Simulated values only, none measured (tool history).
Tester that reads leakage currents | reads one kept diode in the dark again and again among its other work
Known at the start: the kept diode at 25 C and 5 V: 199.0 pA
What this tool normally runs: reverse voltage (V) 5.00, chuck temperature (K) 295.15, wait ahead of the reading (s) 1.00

run,hour,reverse voltage (V),chuck temperature (K),wait ahead of the reading (s),current that the tester gives (pA)
1,0.0,5.00,295.15,1.00,162.69
2,117.0,3.51,295.15,1.00,132.13
3,267.0,5.00,304.15,1.00,346.29
4,332.2,7.09,304.15,1.00,427.38
5,450.5,2.62,295.15,1.00,112.85
6,522.5,2.62,295.15,1.00,113.42
7,588.6,1.53,295.15,1.00,82.97
8,671.8,1.53,316.15,1.00,464.94
9,795.0,1.53,316.15,1.00,465.78
10,917.1,1.53,308.15,1.00,248.38
11,981.4,1.53,308.15,1.00,248.42
12,1085.0,1.53,308.15,1.00,249.77
13,1228.5,1.53,308.15,1.00,250.77
14,1303.9,5.00,295.15,1.00,171.91
15,1384.3,1.06,295.15,1.00,68.85
16,1510.5,1.06,295.15,1.00,69.27
17,1619.0,5.00,295.15,1.00,173.78
18,1747.1,5.00,295.15,1.00,175.87
19,1862.3,5.00,295.15,1.00,175.25
20,1942.9,5.00,295.15,1.00,176.18
21,2065.6,19.14,324.15,1.00,3705.41
22,2150.7,1.22,295.15,1.00,76.72
23,2296.7,3.82,295.15,1.00,151.07
# hour 2341.0: probe card cleaned and baked
24,2447.9,5.01,301.15,1.00,279.44
25,2522.4,1.13,301.15,7.14,120.15
# hour 2603.0: chuck's temperature calibrated
26,2603.0,2.45,296.15,6.94,107.72
27,2705.5,4.91,295.15,3.66,148.04
28,2838.6,9.72,315.15,1.09,1169.16
29,2924.7,2.30,310.15,0.70,346.50
30,3077.9,8.00,309.15,0.44,653.55
31,3146.8,6.73,295.15,1.00,180.87
32,3237.5,2.21,298.15,1.00,125.18
33,3350.7,7.30,303.15,9.38,378.57
34,3429.1,7.30,296.15,1.39,208.58
35,3540.6,3.03,309.15,1.16,382.39

For run 36, what comes out?
36,3635.5,19.56,296.15,3.55,?

{"run 36": {"current that the tester gives (pA)": 373.46}}
Minus the tool's unlogged condition, the same run would have read current that the tester gives (pA) 362.42.
